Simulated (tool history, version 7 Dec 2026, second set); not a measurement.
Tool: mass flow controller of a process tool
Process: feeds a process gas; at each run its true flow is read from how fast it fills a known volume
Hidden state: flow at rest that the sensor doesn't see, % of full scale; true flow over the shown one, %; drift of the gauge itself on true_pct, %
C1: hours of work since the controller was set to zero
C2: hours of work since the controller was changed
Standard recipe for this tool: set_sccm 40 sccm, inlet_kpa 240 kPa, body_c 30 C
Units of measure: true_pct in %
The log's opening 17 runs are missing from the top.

Run 18, hour 1189.1: usual settings but body_c 34 C; C1 3262; C2 3262. Result: true_pct 99.42 %.
Run 19, hour 1250.2: usual settings but body_c 23 C; C1 3307; C2 3307. Result: true_pct 100.27 %.
Run 20, hour 1316.9: usual settings; C1 3356; C2 3356. Result: true_pct 99.74 %.
Run 21, hour 1363.1: usual settings but body_c 34 C; C1 3389; C2 3389. Result: true_pct 99.46 %.
Run 22, hour 1413.1: usual settings but body_c 34 C; C1 3426; C2 3426. Result: true_pct 99.56 %.
Run 23, hour 1516.5: usual settings; C1 3501; C2 3501. Result: true_pct 99.75 %.
Run 24, hour 1576.8: usual settings; C1 3545; C2 3545. Result: true_pct 99.70 %.
Run 25, hour 1657.0: usual settings; C1 3604; C2 3604. Result: true_pct 99.87 %.
Run 26, hour 1747.0: usual settings but set_sccm 6 sccm, inlet_kpa 194 kPa; C1 3669; C2 3669. Result: true_pct 99.31 %.
Run 27, hour 1844.0: usual settings but set_sccm 32 sccm, inlet_kpa 178 kPa, body_c 23 C; C1 3740; C2 3740. Result: true_pct 99.86 %.
Run 28, hour 1891.7: usual settings but set_sccm 32 sccm, inlet_kpa 178 kPa, body_c 23 C; C1 3775; C2 3775. Result: true_pct 99.93 %.
Run 29, hour 1942.2: usual settings but set_sccm 9 sccm, inlet_kpa 169 kPa; C1 3812; C2 3812. Result: true_pct 99.20 %.

Predict the results of run 30:
Run 30, hour 2023.3: usual settings but set_sccm 9 sccm, inlet_kpa 169 kPa; C1 3871; C2 3871. Result: true_pct ?.

{"run 30": {"true_pct": 99.36}}
The same run, on a tool lacking any hidden state, would have yielded true_pct 99.34 %.
